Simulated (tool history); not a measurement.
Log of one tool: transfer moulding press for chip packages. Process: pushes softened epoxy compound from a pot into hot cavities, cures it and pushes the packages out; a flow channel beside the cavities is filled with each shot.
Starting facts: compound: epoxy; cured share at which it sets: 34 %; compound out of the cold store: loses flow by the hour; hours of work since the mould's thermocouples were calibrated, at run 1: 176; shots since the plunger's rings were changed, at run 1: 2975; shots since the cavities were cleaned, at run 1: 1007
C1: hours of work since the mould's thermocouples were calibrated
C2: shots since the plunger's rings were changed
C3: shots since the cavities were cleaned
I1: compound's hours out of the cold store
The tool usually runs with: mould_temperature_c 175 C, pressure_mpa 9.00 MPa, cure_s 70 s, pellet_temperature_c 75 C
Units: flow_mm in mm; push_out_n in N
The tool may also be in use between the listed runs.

{"run": 1, "hour": 0.0, "mould_temperature_c": 175, "pressure_mpa": 9.0, "cure_s": 70, "pellet_temperature_c": 75, "C1": 176, "C2": 2975, "C3": 1007, "I1": 47.8, "flow_mm": 469, "push_out_n": 709}
{"hour": 7.6, "done": "plunger's sealing rings changed"}
{"run": 2, "hour": 14.8, "mould_temperature_c": 175, "pressure_mpa": 9.0, "cure_s": 70, "pellet_temperature_c": 75, "C1": 181, "C2": 77, "C3": 1139, "I1": 9.2, "flow_mm": 616, "push_out_n": 758}
{"hour": 21.2, "done": "cavities cleaned with cleaning compound and waxed"}
{"run": 3, "hour": 23.6, "mould_temperature_c": 175, "pressure_mpa": 9.0, "cure_s": 70, "pellet_temperature_c": 68, "C1": 184, "C2": 154, "C3": 25, "I1": 40.7, "flow_mm": 501, "push_out_n": 379}
{"run": 4, "hour": 32.2, "mould_temperature_c": 175, "pressure_mpa": 9.0, "cure_s": 70, "pellet_temperature_c": 68, "C1": 187, "C2": 247, "C3": 118, "I1": 44.4, "flow_mm": 495, "push_out_n": 461}
{"run": 5, "hour": 37.9, "mould_temperature_c": 175, "pressure_mpa": 9.0, "cure_s": 70, "pellet_temperature_c": 77, "C1": 190, "C2": 307, "C3": 178, "I1": 43.9, "flow_mm": 496, "push_out_n": 488}
{"run": 6, "hour": 48.7, "mould_temperature_c": 175, "pressure_mpa": 9.0, "cure_s": 70, "pellet_temperature_c": 77, "C1": 194, "C2": 423, "C3": 294, "I1": 22.5, "flow_mm": 564, "push_out_n": 565}
{"run": 7, "hour": 54.5, "mould_temperature_c": 175, "pressure_mpa": 9.0, "cure_s": 56, "pellet_temperature_c": 75, "C1": 196, "C2": 485, "C3": 356, "I1": 43.5, "flow_mm": 498, "push_out_n": 788}
{"run": 8, "hour": 62.1, "mould_temperature_c": 175, "pressure_mpa": 9.0, "cure_s": 70, "pellet_temperature_c": 75, "C1": 199, "C2": 566, "C3": 437, "I1": 35.4, "flow_mm": 523, "push_out_n": 622}
{"run": 9, "hour": 67.7, "mould_temperature_c": 175, "pressure_mpa": 9.0, "cure_s": 56, "pellet_temperature_c": 75, "C1": 202, "C2": 625, "C3": 496, "I1": 17.7, "flow_mm": 582, "push_out_n": 943}
{"run": 10, "hour": 77.2, "mould_temperature_c": 175, "pressure_mpa": 7.25, "cure_s": 56, "pellet_temperature_c": 75, "C1": 206, "C2": 727, "C3": 598, "I1": 42.5, "flow_mm": 445, "push_out_n": 927}
{"run": 11, "hour": 88.3, "mould_temperature_c": 175, "pressure_mpa": 7.25, "cure_s": 56, "pellet_temperature_c": 75, "C1": 210, "C2": 845, "C3": 716, "I1": 25.6, "flow_mm": 494, "push_out_n": 1031}
{"run": 12, "hour": 95.0, "mould_temperature_c": 175, "pressure_mpa": 7.25, "cure_s": 56, "pellet_temperature_c": 75, "C1": 213, "C2": 917, "C3": 788, "I1": 20.0, "flow_mm": 511, "push_out_n": 1042}
{"run": 13, "hour": 102.4, "mould_temperature_c": 175, "pressure_mpa": 7.25, "cure_s": 56, "pellet_temperature_c": 75, "C1": 216, "C2": 996, "C3": 867, "I1": 31.7, "flow_mm": 475, "push_out_n": 1061}
{"run": 14, "hour": 114.2, "mould_temperature_c": 175, "pressure_mpa": 7.25, "cure_s": 56, "pellet_temperature_c": 75, "C1": 220, "C2": 1122, "C3": 993, "I1": 10.1, "flow_mm": 542, "push_out_n": 1194}
{"run": 15, "hour": 124.5, "mould_temperature_c": 177, "pressure_mpa": 8.81, "cure_s": 57, "pellet_temperature_c": 68, "C1": 225, "C2": 1232, "C3": 1103, "I1": 29.5, "flow_mm": 525, "push_out_n": 926}
{"hour": 133.7, "done": "cavities cleaned with cleaning compound and waxed"}
{"run": 16, "hour": 134.2, "mould_temperature_c": 175, "pressure_mpa": 9.0, "cure_s": 52, "pellet_temperature_c": 75, "C1": 228, "C2": 1321, "C3": 6, "I1": 45.3, "flow_mm": 486, "push_out_n": 609}
{"run": 17, "hour": 144.4, "mould_temperature_c": 175, "pressure_mpa": 7.6, "cure_s": 61, "pellet_temperature_c": 69, "C1": 232, "C2": 1430, "C3": 115, "I1": 47.8, "flow_mm": 437, "push_out_n": 555}
{"run": 18, "hour": 151.8, "mould_temperature_c": 175, "pressure_mpa": 9.63, "cure_s": 106, "pellet_temperature_c": 66, "C1": 235, "C2": 1509, "C3": 194, "I1": 32.7, "flow_mm": 535, "push_out_n": 429}
{"run": 19, "hour": 161.2, "mould_temperature_c": 175, "pressure_mpa": 6.88, "cure_s": 106, "pellet_temperature_c": 66, "C1": 239, "C2": 1609, "C3": 294, "I1": 34.7, "flow_mm": 449, "push_out_n": 481}
{"run": 20, "hour": 167.8, "mould_temperature_c": 172, "pressure_mpa": 8.26, "cure_s": 110, "pellet_temperature_c": 66, "C1": 241, "C2": 1680, "C3": 365, "I1": 11.3, "flow_mm": 575, "push_out_n": 520}
{"run": 21, "hour": 179.5, "mould_temperature_c": 176, "pressure_mpa": 8.26, "cure_s": 110, "pellet_temperature_c": 66, "C1": 246, "C2": 1804, "C3": 489, "I1": 27.7, "flow_mm": 510, "push_out_n": 557}
{"run": 22, "hour": 186.6, "mould_temperature_c": 175, "pressure_mpa": 9.0, "cure_s": 107, "pellet_temperature_c": 84, "C1": 249, "C2": 1880, "C3": 565, "I1": 17.2, "flow_mm": 572, "push_out_n": 587}
{"run": 23, "hour": 193.8, "mould_temperature_c": 175, "pressure_mpa": 7.44, "cure_s": 89, "pellet_temperature_c": 80, "C1": 252, "C2": 1957, "C3": 642, "I1": 21.3, "flow_mm": 506, "push_out_n": 589}
{"run": 24, "hour": 205.3, "mould_temperature_c": 175, "pressure_mpa": 7.44, "cure_s": 89, "pellet_temperature_c": 80, "C1": 256, "C2": 2080, "C3": 765, "I1": 23.9, "flow_mm": 494, "push_out_n": 624}
{"run": 25, "hour": 218.0, "mould_temperature_c": 177, "pressure_mpa": 8.45, "cure_s": 89, "pellet_temperature_c": 80, "C1": 261, "C2": 2216, "C3": 901, "I1": 29.0, "flow_mm": 513, "push_out_n": 657}
{"run": 26, "hour": 224.5, "mould_temperature_c": 177, "pressure_mpa": 8.45, "cure_s": 89, "pellet_temperature_c": 80, "C1": 264, "C2": 2285, "C3": 970, "I1": 46.5, "flow_mm": 456, "push_out_n": 645}
{"run": 27, "hour": 230.9, "mould_temperature_c": 177, "pressure_mpa": 10.17, "cure_s": 99, "pellet_temperature_c": 76, "C1": 267, "C2": 2354, "C3": 1039, "I1": 37.1, "flow_mm": 533, "push_out_n": 646}
{"run": 28, "hour": 243.6, "mould_temperature_c": 175, "pressure_mpa": 10.03, "cure_s": 59, "pellet_temperature_c": 75, "C1": 272, "C2": 2490, "C3": 1175, "I1": 36.2, "flow_mm": 533, "push_out_n": 936}

Predict each of these 3 candidate next runs independently; none follows another, all start after run 28:
{"hour": 246.0, "done": "cavities cleaned with cleaning compound and waxed"}
{"run": "A", "hour": 251.4, "mould_temperature_c": 174, "pressure_mpa": 10.03, "cure_s": 59, "pellet_temperature_c": 84, "C1": 274, "C2": 2556, "C3": 57, "I1": 28.3, "flow_mm": "?", "push_out_n": "?"}
{"hour": 246.0, "done": "cavities cleaned with cleaning compound and waxed"}
{"run": "B", "hour": 251.4, "mould_temperature_c": 175, "pressure_mpa": 9.83, "cure_s": 70, "pellet_temperature_c": 77, "C1": 274, "C2": 2556, "C3": 57, "I1": 33.0, "flow_mm": "?", "push_out_n": "?"}
{"hour": 246.0, "done": "cavities cleaned with cleaning compound and waxed"}
{"run": "C", "hour": 251.4, "mould_temperature_c": 172, "pressure_mpa": 9.0, "cure_s": 105, "pellet_temperature_c": 72, "C1": 274, "C2": 2556, "C3": 57, "I1": 20.9, "flow_mm": "?", "push_out_n": "?"}

run=A flow_mm=557 push_out_n=580
run=B flow_mm=539 push_out_n=409
run=C flow_mm=555 push_out_n=376
With the hidden condition removed and each run's random variation left untouched, the same runs would have given:
run=A flow_mm=579 push_out_n=490
run=B flow_mm=561 push_out_n=353
run=C flow_mm=577 push_out_n=330
